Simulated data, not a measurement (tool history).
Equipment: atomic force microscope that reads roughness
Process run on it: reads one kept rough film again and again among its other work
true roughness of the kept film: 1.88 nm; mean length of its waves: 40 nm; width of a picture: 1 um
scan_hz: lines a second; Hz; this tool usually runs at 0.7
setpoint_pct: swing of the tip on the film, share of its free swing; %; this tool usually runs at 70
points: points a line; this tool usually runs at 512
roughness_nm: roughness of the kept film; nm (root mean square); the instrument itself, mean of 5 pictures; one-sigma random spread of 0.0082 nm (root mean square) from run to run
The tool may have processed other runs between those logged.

{"run": 1, "hour": 0.0, "scan_hz": 0.7, "setpoint_pct": 70, "points": 512, "roughness_nm": 1.786}
{"hour": 21.5, "done": "height scale calibrated on a step standard"}
{"hour": 48.2, "done": "new tip fitted"}
{"run": 2, "hour": 48.2, "scan_hz": 0.7, "setpoint_pct": 80, "points": 512, "roughness_nm": 1.754}
{"run": 3, "hour": 103.4, "scan_hz": 0.7, "setpoint_pct": 80, "points": 512, "roughness_nm": 1.744}
{"hour": 122.3, "done": "new tip fitted"}
{"run": 4, "hour": 162.8, "scan_hz": 0.7, "setpoint_pct": 80, "points": 512, "roughness_nm": 1.758}
{"hour": 197.6, "done": "new tip fitted"}
{"run": 5, "hour": 210.5, "scan_hz": 0.7, "setpoint_pct": 70, "points": 512, "roughness_nm": 1.783}
{"run": 6, "hour": 246.9, "scan_hz": 0.7, "setpoint_pct": 70, "points": 512, "roughness_nm": 1.79}
{"hour": 269.2, "done": "new tip fitted"}
{"run": 7, "hour": 293.6, "scan_hz": 0.7, "setpoint_pct": 70, "points": 512, "roughness_nm": 1.789}
{"run": 8, "hour": 324.3, "scan_hz": 0.7, "setpoint_pct": 70, "points": 512, "roughness_nm": 1.782}
{"hour": 342.1, "done": "new tip fitted"}
{"run": 9, "hour": 364.5, "scan_hz": 0.7, "setpoint_pct": 70, "points": 400, "roughness_nm": 1.774}
{"hour": 412.6, "done": "new tip fitted"}
{"run": 10, "hour": 416.4, "scan_hz": 0.7, "setpoint_pct": 55, "points": 512, "roughness_nm": 1.817}
{"run": 11, "hour": 474.6, "scan_hz": 0.649, "setpoint_pct": 70, "points": 276, "roughness_nm": 1.77}
{"hour": 484.9, "done": "new tip fitted"}
{"run": 12, "hour": 509.7, "scan_hz": 0.879, "setpoint_pct": 70, "points": 276, "roughness_nm": 1.765}
{"run": 13, "hour": 547.3, "scan_hz": 0.7, "setpoint_pct": 55, "points": 277, "roughness_nm": 1.79}
{"hour": 556.4, "done": "new tip fitted"}
{"run": 14, "hour": 597.0, "scan_hz": 3.188, "setpoint_pct": 55, "points": 584, "roughness_nm": 1.751}
{"hour": 629.2, "done": "new tip fitted"}
{"run": 15, "hour": 638.2, "scan_hz": 3.188, "setpoint_pct": 55, "points": 584, "roughness_nm": 1.762}
{"run": 16, "hour": 692.0, "scan_hz": 0.7, "setpoint_pct": 66, "points": 512, "roughness_nm": 1.779}
{"hour": 701.3, "done": "new tip fitted"}
{"run": 17, "hour": 716.7, "scan_hz": 0.7, "setpoint_pct": 66, "points": 755, "roughness_nm": 1.787}
{"run": 18, "hour": 764.1, "scan_hz": 0.857, "setpoint_pct": 70, "points": 852, "roughness_nm": 1.768}
{"hour": 773.5, "done": "new tip fitted"}
{"run": 19, "hour": 817.9, "scan_hz": 0.857, "setpoint_pct": 70, "points": 852, "roughness_nm": 1.774}
{"hour": 845.6, "done": "new tip fitted"}
{"run": 20, "hour": 852.5, "scan_hz": 1.891, "setpoint_pct": 70, "points": 314, "roughness_nm": 1.73}

What if the next run were any one of these 5? Each begins from the tool's condition after run 20:
{"run": "A", "hour": 904.0, "scan_hz": 1.225, "setpoint_pct": 67, "points": 373, "roughness_nm": "?"}
{"run": "B", "hour": 904.0, "scan_hz": 0.777, "setpoint_pct": 72, "points": 512, "roughness_nm": "?"}
{"run": "C", "hour": 904.0, "scan_hz": 0.943, "setpoint_pct": 64, "points": 269, "roughness_nm": "?"}
{"run": "D", "hour": 904.0, "scan_hz": 1.891, "setpoint_pct": 70, "points": 825, "roughness_nm": "?"}
{"run": "E", "hour": 904.0, "scan_hz": 3.761, "setpoint_pct": 89, "points": 487, "roughness_nm": "?"}

run=A roughness_nm=1.771
run=B roughness_nm=1.763
run=C roughness_nm=1.76
run=D roughness_nm=1.724
run=E roughness_nm=1.428
Take away the tool's hidden state, keep each run's random variation, and the runs would have read:
run=A roughness_nm=1.774
run=B roughness_nm=1.766
run=C roughness_nm=1.763
run=D roughness_nm=1.727
run=E roughness_nm=1.431
